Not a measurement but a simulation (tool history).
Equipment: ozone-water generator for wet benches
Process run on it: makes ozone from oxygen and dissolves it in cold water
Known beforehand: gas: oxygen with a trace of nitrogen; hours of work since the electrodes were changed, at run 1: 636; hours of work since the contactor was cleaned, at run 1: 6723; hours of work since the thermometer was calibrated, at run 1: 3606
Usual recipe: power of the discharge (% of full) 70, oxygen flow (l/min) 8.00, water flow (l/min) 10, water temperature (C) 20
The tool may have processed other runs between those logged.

| run | hour | power of the discharge (% of full) | oxygen flow (l/min) | water flow (l/min) | water temperature (C) | hours of work since the electrodes were changed | hours of work since the contactor was cleaned | hours of work since the thermometer was calibrated | dissolved ozone (ppm) | ozone in the gas ahead of the water (g/m3) |
|---|---|---|---|---|---|---|---|---|---|---|
| 1 | 0.0 | 70 | 8.00 | 10 | 20 | 636 | 6723 | 3606 | 40.0 | 233.9 |
| 2 | 20.3 | 70 | 8.00 | 10 | 20 | 650 | 6737 | 3619 | 40.2 | 232.9 |
| 3 | 39.9 | 70 | 8.00 | 10 | 20 | 663 | 6749 | 3632 | 40.0 | 232.5 |
| 4 | 73.9 | 70 | 8.00 | 10 | 20 | 685 | 6772 | 3654 | 40.0 | 232.1 |
| 5 | 111.8 | 70 | 4.17 | 10 | 20 | 710 | 6797 | 3679 | 42.2 | 309.2 |
| 6 | 135.6 | 70 | 4.17 | 10 | 20 | 726 | 6813 | 3695 | 42.3 | 310.0 |
| 7 | 153.5 | 70 | 4.17 | 10 | 20 | 738 | 6824 | 3707 | 42.0 | 308.9 |
| 8 | 173.9 | 70 | 4.17 | 10 | 20 | 751 | 6838 | 3720 | 42.7 | 309.4 |
| 9 | 213.7 | 70 | 4.17 | 10 | 20 | 777 | 6864 | 3747 | 42.9 | 310.1 |
| 10 | 238.0 | 70 | 4.17 | 10 | 20 | 793 | 6880 | 3763 | 42.9 | 307.2 |
| 11 | 267.3 | 70 | 4.17 | 10 | 20 | 813 | 6900 | 3782 | 42.7 | 307.9 |

Estimate the outcome of run 12 from the log above:
| 12 | 303.5 | 62 | 13.68 | 13 | 21 | 837 | 6924 | 3806 | ? | ? |

Run 12 yielded dissolved ozone (ppm) 27.3, ozone in the gas ahead of the water (g/m3) 164.6.
If the tool had no hidden condition, the same run with the same run-to-run variation would have returned dissolved ozone (ppm) 27.4, ozone in the gas ahead of the water (g/m3) 164.6.

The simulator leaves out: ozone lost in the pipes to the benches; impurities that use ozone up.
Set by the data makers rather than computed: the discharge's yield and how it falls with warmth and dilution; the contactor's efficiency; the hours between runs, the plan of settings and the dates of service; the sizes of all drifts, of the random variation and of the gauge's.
